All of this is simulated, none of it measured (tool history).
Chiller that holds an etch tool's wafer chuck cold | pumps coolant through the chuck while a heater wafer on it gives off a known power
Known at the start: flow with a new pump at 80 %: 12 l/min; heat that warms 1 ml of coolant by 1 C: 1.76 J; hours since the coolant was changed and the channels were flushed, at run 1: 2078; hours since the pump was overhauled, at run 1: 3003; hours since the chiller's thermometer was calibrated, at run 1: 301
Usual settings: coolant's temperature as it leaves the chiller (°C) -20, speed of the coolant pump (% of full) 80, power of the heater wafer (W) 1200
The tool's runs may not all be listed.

run,hour,coolant's temperature as it leaves the chiller (°C),speed of the coolant pump (% of full),power of the heater wafer (W),hours since the coolant was changed and the channels were flushed,hours since the pump was overhauled,hours since the chiller's thermometer was calibrated,chuck's temperature once it has settled (°C),how much warmer the coolant comes back (C)
1,0,-20,80,1200,2078,3003,301,-11.7,3.51
2,186,-20,80,1447,2264,3189,487,-10,4.36
3,319.8,-20,80,1447,2398,3322,621,-9.7,4.38
4,486.1,-20,67,1200,2565,3489,787,-10.4,4.33
5,647.9,-20,67,1200,2726,3651,949,-10.4,4.28
6,744.8,-20,67,1200,2823,3748,1046,-10.3,4.34
7,854.8,-20,67,1200,2933,3858,1156,-10.3,4.3
8,937.8,-20,67,1200,3016,3940,1239,-10.3,4.34
9,1060,-17,80,1200,3138,4063,1361,-8.3,3.66
10,1223.9,-20,67,1200,3302,4227,1525,-10.1,4.32
11,1330,-20,67,1200,3408,4333,1631,-9.9,4.37
12,1496.8,-20,67,1200,3575,4500,1798,-10,4.37
13,1583.6,-20,67,1200,3662,4586,1885,-9.9,4.35
14,1694.3,-20,67,1200,3773,4697,1995,-9.9,4.35
15,1816.9,-20,67,1200,3895,4820,2118,-9.9,4.4
# hour 1917.1: coolant changed, channels flushed
16,2005.1,-20,67,1200,88,5002,2300,-10.4,4.42
17,2088,-23,67,783,171,5085,2383,-16.5,2.87
18,2249.1,-21,68,683,332,5246,2544,-15.1,2.47
19,2425.6,-21,68,683,509,5422,2721,-15.3,2.44
20,2515.4,-13,60,650,598,5512,2811,-7,2.68
21,2618,-28,84,1004,701,5615,2913,-20.8,2.99
22,2783,-28,84,1004,866,5780,3078,-20.6,3
23,2952.8,-28,77,1004,1036,5950,3248,-19.9,3.29
24,3084.6,-28,77,1004,1167,6081,3380,-20.1,3.29
25,3240.2,-28,69,670,1323,6237,3535,-22.1,2.44
26,3355.8,-28,63,931,1439,6353,3651,-19.6,3.78
27,3534.2,-28,80,1200,1617,6531,3829,-18.9,3.77

4 ways to go on from here, each from the tool as it stands after run 27. What would each give?
A,3665.8,-28,72,1200,1749,6662,3961,?,?
B,3665.8,-25,74,1200,1749,6662,3961,?,?
C,3665.8,-20,80,681,1749,6662,3961,?,?
D,3665.8,-13,81,1549,1749,6662,3961,?,?

run,chuck's temperature once it has settled (°C),how much warmer the coolant comes back (C)
A,-18,4.22
B,-15.2,4.04
C,-14.4,2.14
D,-1.2,4.8
Without the tool's hidden state the same runs would have given:
run,chuck's temperature once it has settled (°C),how much warmer the coolant comes back (C)
A,-19.8,3.79
B,-17,3.62
C,-15.8,1.92
D,-3.2,4.31

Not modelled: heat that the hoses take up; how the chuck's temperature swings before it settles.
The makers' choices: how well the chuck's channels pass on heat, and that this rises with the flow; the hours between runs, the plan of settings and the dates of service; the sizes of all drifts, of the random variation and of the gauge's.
